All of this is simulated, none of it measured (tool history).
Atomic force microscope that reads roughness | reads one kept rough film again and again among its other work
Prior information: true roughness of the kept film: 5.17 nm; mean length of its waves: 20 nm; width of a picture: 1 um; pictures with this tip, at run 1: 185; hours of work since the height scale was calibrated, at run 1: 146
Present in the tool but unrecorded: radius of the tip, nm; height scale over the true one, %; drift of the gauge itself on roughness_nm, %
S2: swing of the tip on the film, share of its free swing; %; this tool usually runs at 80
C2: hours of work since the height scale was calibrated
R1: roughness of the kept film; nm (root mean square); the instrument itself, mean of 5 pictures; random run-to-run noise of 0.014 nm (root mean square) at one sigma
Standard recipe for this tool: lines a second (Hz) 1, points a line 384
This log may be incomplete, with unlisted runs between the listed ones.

Run 1, hour 0: usual settings; pictures with this tip 185; C2 146. Result: R1 2.508 nm (root mean square).
Run 2, hour 12.8: usual settings; pictures with this tip 199; C2 156. Result: R1 2.458 nm (root mean square).
Run 3, hour 25: usual settings; pictures with this tip 212; C2 164. Result: R1 2.415 nm (root mean square).
Run 4, hour 46.8: usual settings; pictures with this tip 236; C2 180. Result: R1 2.367 nm (root mean square).
Run 5, hour 66.6: usual settings; pictures with this tip 257; C2 194. Result: R1 2.307 nm (root mean square).
Run 6, hour 89.7: usual settings but lines a second (Hz) 1.37; pictures with this tip 282; C2 210. Result: R1 2.145 nm (root mean square).
Run 7, hour 104: usual settings but lines a second (Hz) 1.37; pictures with this tip 298; C2 221. Result: R1 2.11 nm (root mean square).
Run 8, hour 116.5: usual settings but lines a second (Hz) 2.61; pictures with this tip 311; C2 229. Result: R1 1.888 nm (root mean square).
At hour 124.7: new tip fitted.
Run 9, hour 132.1: usual settings but lines a second (Hz) 2.03, S2 71 %, points a line 764; pictures with this tip 8; C2 240. Result: R1 3.196 nm (root mean square).
Run 10, hour 143.2: usual settings but lines a second (Hz) 1.6, S2 59 %, points a line 574; pictures with this tip 20; C2 248. Result: R1 3.346 nm (root mean square).
Run 11, hour 164.4: usual settings but lines a second (Hz) 1.6, S2 59 %, points a line 574; pictures with this tip 43; C2 263. Result: R1 3.235 nm (root mean square).

Run 12 has not been measured yet. What should we expect?
Run 12, hour 187.5: usual settings but lines a second (Hz) 1.6, S2 87 %, points a line 574; pictures with this tip 68; C2 280. Result: R1 ?.

R1: 2.671 nm (root mean square)
Without the tool's hidden state the same run would have given R1 3.133 nm (root mean square).

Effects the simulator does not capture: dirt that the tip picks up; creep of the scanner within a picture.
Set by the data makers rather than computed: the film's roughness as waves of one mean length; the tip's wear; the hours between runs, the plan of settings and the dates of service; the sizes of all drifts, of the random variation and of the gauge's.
